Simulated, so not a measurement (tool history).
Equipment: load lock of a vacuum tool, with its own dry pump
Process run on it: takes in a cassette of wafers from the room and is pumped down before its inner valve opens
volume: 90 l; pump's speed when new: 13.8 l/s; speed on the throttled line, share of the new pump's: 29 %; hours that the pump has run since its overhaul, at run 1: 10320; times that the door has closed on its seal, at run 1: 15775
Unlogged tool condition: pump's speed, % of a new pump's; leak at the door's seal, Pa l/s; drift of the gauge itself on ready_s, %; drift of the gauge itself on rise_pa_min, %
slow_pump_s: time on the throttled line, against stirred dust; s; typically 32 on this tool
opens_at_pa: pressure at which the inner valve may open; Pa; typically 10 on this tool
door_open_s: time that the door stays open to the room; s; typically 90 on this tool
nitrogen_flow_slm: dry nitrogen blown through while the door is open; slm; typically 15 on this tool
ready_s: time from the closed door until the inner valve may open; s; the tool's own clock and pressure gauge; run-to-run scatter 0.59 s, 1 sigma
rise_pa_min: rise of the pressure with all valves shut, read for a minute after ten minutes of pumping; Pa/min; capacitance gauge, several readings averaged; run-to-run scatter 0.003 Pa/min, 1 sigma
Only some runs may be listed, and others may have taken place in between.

run	hour	slow_pump_s	opens_at_pa	door_open_s	nitrogen_flow_slm	hours that the pump has run since its overhaul	times that the door has closed on its seal	incoming humidity of the room's air, %	ready_s	rise_pa_min
1	0	32	10	90	15	10320	15775	45.1	89.6	0.07
2	183.4	32	10	90	15	10503	16352	43	89.9	0.078
3	354.5	32	10	90	15	10674	16891	45.3	91	0.083
4	450.4	32	10	27	15	10770	17192	49.1	89.9	0.075
5	549.6	32	10	27	15	10869	17504	45.7	90.2	0.077
6	671.1	32	10	27	15	10991	17887	46.1	90	0.076
7	751.5	32	10	90	15	11071	18140	46.1	90.1	0.093
8	887.4	32	10	90	15	11207	18567	45.2	89.2	0.087
9	988.5	32	10	90	15	11308	18885	47.1	89.6	0.091
10	1127.7	32	10	90	15	11448	19323	44.2	90.3	0.089
11	1310.9	32	10	90	15	11631	19900	43	90.9	0.1
12	1481.6	32	16	90	15	11802	20437	46.1	87.8	0.103
13	1628.3	32	16	90	42	11948	20898	42.6	86.8	0.089
14	1733.5	32	16	90	42	12053	21229	46.6	87.5	0.09
15	1917.1	32	10	109	15	12237	21807	44.7	90.5	0.114
16	2051.9	32	10	90	15	12372	22231	43.1	91.8	0.11
17	2141.5	32	10	90	6	12461	22513	47.2	92	0.121
18	2293.1	32	10	90	6	12613	22990	45.2	89.3	0.125
19	2468.7	32	10	90	7	12789	23542	43.7	91.5	0.124
20	2631.7	32	10	90	7	12952	24055	42.8	91.5	0.123
21	2799.4	25	19	63	9	13119	24583	47.8	81.7	0.131
22	2908.2	44	10	90	17	13228	24925	45	100.3	0.126
23	3005.8	32	20	90	12	13326	25232	45	85.1	0.134
24	3143.8	41	14	113	8	13464	25666	44.9	96	0.142
25	3219.7	41	14	113	8	13540	25905	42.1	94.4	0.137
26	3351.1	16	10	90	15	13671	26319	43.7	81	0.134
27	3488	30	8	38	9	13808	26749	45.9	92	0.135
28	3616.4	30	8	38	9	13936	27153	44.3	93.2	0.135
29	3766.1	30	8	38	9	14086	27624	49.5	92.7	0.137
30	3900.3	32	8	38	11	14220	28047	46.3	93.6	0.139
31	4037.2	32	9	90	19	14357	28477	45.3	93.2	0.152
32	4127.6	56	17	42	15	14448	28762	43.4	103.4	0.143
33	4279.9	32	10	214	15	14600	29241	45.6	92.2	0.165
34	4454.5	16	10	214	23	14774	29790	45.5	82	0.162
35	4533.8	18	19	90	15	14854	30040	45.1	77.7	0.157
36	4636.7	32	19	90	9	14957	30364	45.7	86.2	0.163

Each row is a separate what-if for the run after 36, all from the same tool condition, not one after another. Results?
A	4727.4	27	16	29	15	15047	30649	44.2	?	?
B	4727.4	42	10	70	31	15047	30649	47.1	?	?
C	4727.4	32	10	102	15	15047	30649	45.2	?	?
D	4727.4	39	19	90	21	15047	30649	44.6	?	?
E	4727.4	32	19	35	12	15047	30649	43	?	?

run	ready_s	rise_pa_min
A	86	0.157
B	98.5	0.157
C	93.8	0.163
D	92.1	0.153
E	88.2	0.153
Stripped of hidden state, with their random variation kept, the same runs would have yielded:
run	ready_s	rise_pa_min
A	77.3	0.018
B	90	0.018
C	84.6	0.025
D	84.1	0.015
E	79.9	0.014

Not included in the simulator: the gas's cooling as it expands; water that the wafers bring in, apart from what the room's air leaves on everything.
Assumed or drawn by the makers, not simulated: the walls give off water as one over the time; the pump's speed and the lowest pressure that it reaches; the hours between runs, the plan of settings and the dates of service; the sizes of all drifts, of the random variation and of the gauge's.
